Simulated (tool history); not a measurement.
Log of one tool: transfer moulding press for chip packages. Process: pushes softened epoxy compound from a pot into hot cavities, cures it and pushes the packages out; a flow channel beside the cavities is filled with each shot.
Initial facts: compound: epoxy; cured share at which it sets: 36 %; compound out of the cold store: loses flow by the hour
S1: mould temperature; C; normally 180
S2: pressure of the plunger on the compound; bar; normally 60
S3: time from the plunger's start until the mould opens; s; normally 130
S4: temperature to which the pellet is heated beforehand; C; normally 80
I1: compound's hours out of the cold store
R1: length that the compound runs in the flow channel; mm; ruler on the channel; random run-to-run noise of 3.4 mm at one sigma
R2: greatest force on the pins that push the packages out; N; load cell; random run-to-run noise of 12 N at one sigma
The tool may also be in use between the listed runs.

{"run": 1, "hour": 0.0, "S1": 180, "S2": 60, "S3": 130, "S4": 80, "I1": 20.6, "R1": 838, "R2": 854}
{"run": 2, "hour": 13.1, "S1": 180, "S2": 60, "S3": 130, "S4": 80, "I1": 13.4, "R1": 857, "R2": 925}
{"run": 3, "hour": 30.5, "S1": 180, "S2": 60, "S3": 130, "S4": 80, "I1": 18.9, "R1": 838, "R2": 909}
{"run": 4, "hour": 39.0, "S1": 180, "S2": 60, "S3": 130, "S4": 80, "I1": 25.6, "R1": 817, "R2": 942}
{"run": 5, "hour": 48.0, "S1": 180, "S2": 60, "S3": 128, "S4": 80, "I1": 12.3, "R1": 857, "R2": 995}
{"hour": 52.1, "done": "cavities cleaned with cleaning compound and waxed"}
{"run": 6, "hour": 67.4, "S1": 180, "S2": 60, "S3": 130, "S4": 80, "I1": 46.6, "R1": 768, "R2": 590}
{"run": 7, "hour": 77.8, "S1": 180, "S2": 60, "S3": 130, "S4": 80, "I1": 16.1, "R1": 843, "R2": 660}
{"run": 8, "hour": 90.0, "S1": 180, "S2": 60, "S3": 161, "S4": 80, "I1": 16.1, "R1": 843, "R2": 588}
{"run": 9, "hour": 99.3, "S1": 180, "S2": 60, "S3": 130, "S4": 85, "I1": 19, "R1": 826, "R2": 732}
{"run": 10, "hour": 112.0, "S1": 180, "S2": 60, "S3": 130, "S4": 85, "I1": 33.3, "R1": 796, "R2": 749}
{"run": 11, "hour": 122.8, "S1": 180, "S2": 60, "S3": 130, "S4": 85, "I1": 38.3, "R1": 785, "R2": 791}
{"run": 12, "hour": 135.2, "S1": 180, "S2": 60, "S3": 130, "S4": 75, "I1": 25.4, "R1": 813, "R2": 841}
{"run": 13, "hour": 154.6, "S1": 180, "S2": 60, "S3": 130, "S4": 75, "I1": 28.2, "R1": 805, "R2": 880}

4 ways to go on from here, each from the tool as it stands after run 13. What would each give?
{"run": "A", "hour": 172.9, "S1": 180, "S2": 60, "S3": 112, "S4": 75, "I1": 42.1, "R1": "?", "R2": "?"}
{"run": "B", "hour": 172.9, "S1": 180, "S2": 55.1, "S3": 165, "S4": 75, "I1": 33.2, "R1": "?", "R2": "?"}
{"run": "C", "hour": 172.9, "S1": 178, "S2": 46.7, "S3": 130, "S4": 89, "I1": 32.7, "R1": "?", "R2": "?"}
{"run": "D", "hour": 172.9, "S1": 185, "S2": 71.1, "S3": 130, "S4": 83, "I1": 28.1, "R1": "?", "R2": "?"}

run=A R1=770 R2=1157
run=B R1=758 R2=751
run=C R1=702 R2=1006
run=D R1=860 R2=797
Take away the tool's hidden state, keep each run's random variation, and the runs would have read:
run=A R1=796 R2=695
run=B R1=784 R2=432
run=C R1=725 R2=600
run=D R1=889 R2=462
